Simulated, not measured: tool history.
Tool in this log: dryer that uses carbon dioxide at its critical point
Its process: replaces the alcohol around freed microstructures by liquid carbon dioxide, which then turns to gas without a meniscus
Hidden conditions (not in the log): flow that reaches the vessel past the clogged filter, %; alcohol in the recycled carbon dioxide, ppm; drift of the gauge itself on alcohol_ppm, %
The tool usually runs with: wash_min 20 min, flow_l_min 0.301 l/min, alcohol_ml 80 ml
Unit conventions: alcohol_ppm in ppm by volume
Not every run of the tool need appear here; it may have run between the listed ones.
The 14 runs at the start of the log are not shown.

run,hour,wash_min,flow_l_min,alcohol_ml,hours of work since the filter was changed,hours of work since the purifier's bed was changed,alcohol_ppm
15,152.7,20,0.301,27,162,191,209
16,160.5,20,0.301,27,166,195,197
17,175.3,20,0.301,27,173,201,201
18,185.5,20,0.301,27,177,206,207
19,193.8,22,0.301,27,181,210,141
20,203.1,22,0.301,27,185,214,140
21,215.0,15,0.301,27,191,219,608
22,222.7,13,0.366,65,194,223,1168
23,229.5,14,0.386,80,197,226,864
24,242.3,21,0.484,80,203,232,74
25,252.5,28,0.484,80,208,237,55
26,262.5,28,0.484,80,212,241,51
27,271.1,20,0.187,80,216,245,3431
28,285.2,20,0.187,80,223,251,3478
29,298.3,15,0.187,54,229,257,5120
30,306.5,15,0.187,54,232,261,5006
31,319.1,15,0.187,54,238,267,5191
32,330.0,15,0.187,54,243,272,5240
33,341.2,21,0.262,54,248,277,569
34,356.7,21,0.262,54,255,284,591
35,372.3,21,0.451,26,262,291,75

Forecast each of these 3 alternatives for the next run:
A,383.0,15,0.284,31,267,296,?
B,383.0,12,0.311,28,267,296,?
C,383.0,21,0.428,77,267,296,?

run,alcohol_ppm
A,928
B,1301
C,104
Take away the tool's hidden state, keep each run's random variation, and the runs would have read:
run,alcohol_ppm
A,686
B,1009
C,29
